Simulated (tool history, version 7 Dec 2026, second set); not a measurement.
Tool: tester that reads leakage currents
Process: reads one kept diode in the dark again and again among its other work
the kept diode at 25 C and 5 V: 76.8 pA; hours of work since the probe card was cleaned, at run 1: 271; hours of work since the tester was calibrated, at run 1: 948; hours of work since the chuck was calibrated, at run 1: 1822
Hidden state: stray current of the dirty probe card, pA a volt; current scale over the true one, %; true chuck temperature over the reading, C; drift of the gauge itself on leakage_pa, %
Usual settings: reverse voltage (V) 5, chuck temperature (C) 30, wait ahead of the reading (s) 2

run	day	reverse voltage (V)	chuck temperature (C)	wait ahead of the reading (s)	hours of work since the probe card was cleaned	hours of work since the tester was calibrated	hours of work since the chuck was calibrated	current that the tester gives (pA)
1	0	5	30	2	271	948	1822	140.2
2	2.179	5	30	2	306	984	1857	141.08
# day 2.458: chuck's temperature calibrated
3	4.396	5	30	2	341	1019	32	124.37
4	7.6	5	30	2	394	1071	84	124.64
5	9.204	5	30	2	420	1098	111	124.66
6	12.383	5	30	2	473	1150	163	125.62
7	14.929	5	30	2	514	1192	205	125.77
8	18.254	5	30	2	569	1246	259	125.99
9	21.008	5	30	2	614	1292	305	127.18
10	24.162	5	30	5.41	666	1343	356	127.21
11	27.054	5	30	5.41	713	1391	404	127.14
12	28.592	5	30	0.89	739	1416	429	128.22
13	30.758	5	30	2	774	1452	465	127.92
14	33.404	5	30	2	818	1495	508	128.93
15	35.417	5	20	2	851	1528	541	49.47
16	37.942	5	29	2	892	1570	583	117.57
17	40.421	5	29	2	933	1610	623	117.98
18	42.283	5	29	2	964	1641	654	117.63
19	45.212	5	29	2	1012	1689	702	118.63
20	47.946	5	29	2	1056	1734	747	118.57
21	50.925	4.57	37	2.22	1105	1783	796	235.46
22	52.95	4.57	37	2.22	1139	1816	829	236.27
23	56.146	1.08	27	7.6	1191	1868	881	44.63
24	58.875	1.08	27	7.6	1236	1913	926	44.38
25	61.85	1.08	27	7.6	1285	1962	975	44.8
26	64.454	5.38	27	7.6	1328	2005	1018	103.89
27	66.608	3.33	38	7.6	1363	2040	1053	221.73
28	69.421	8.2	42	0.86	1409	2086	1099	506.11
# day 69.817: tester calibrated
29	72.679	8.2	42	0.65	1461	47	1152	504.28
30	75.95	8.2	42	0.65	1515	101	1205	509.15
31	78.55	8.2	21	0.33	1558	143	1248	78.16
32	80.838	8.2	21	0.33	1595	181	1286	77.69
33	82.479	8.2	43	0.33	1622	208	1312	557.45
34	85.042	17.8	34	2.63	1664	250	1355	379.99
# day 85.917: tester calibrated, once more
35	88.125	10.8	27	0.42	1713	36	1404	159.21
36	91.133	10.8	27	0.42	1763	86	1453	159.73
37	93.392	5	30	4.08	1800	123	1490	137.96
38	95.088	13.99	22	0.34	1828	151	1518	118.29
39	96.579	5	39	1.75	1852	175	1543	308.78

3 ways to go on from here, each from the tool as it stands after run 39. What would each give?
A	98.292	5	30	8.24	1880	203	1571	?
B	98.292	5	47	8.35	1880	203	1571	?
C	98.292	4.75	38	1.75	1880	203	1571	?

run	current that the tester gives (pA)
A	138.09
B	615.02
C	275.28
Without the tool's hidden state the same runs would have given:
run	current that the tester gives (pA)
A	123.68
B	559.4
C	248.68
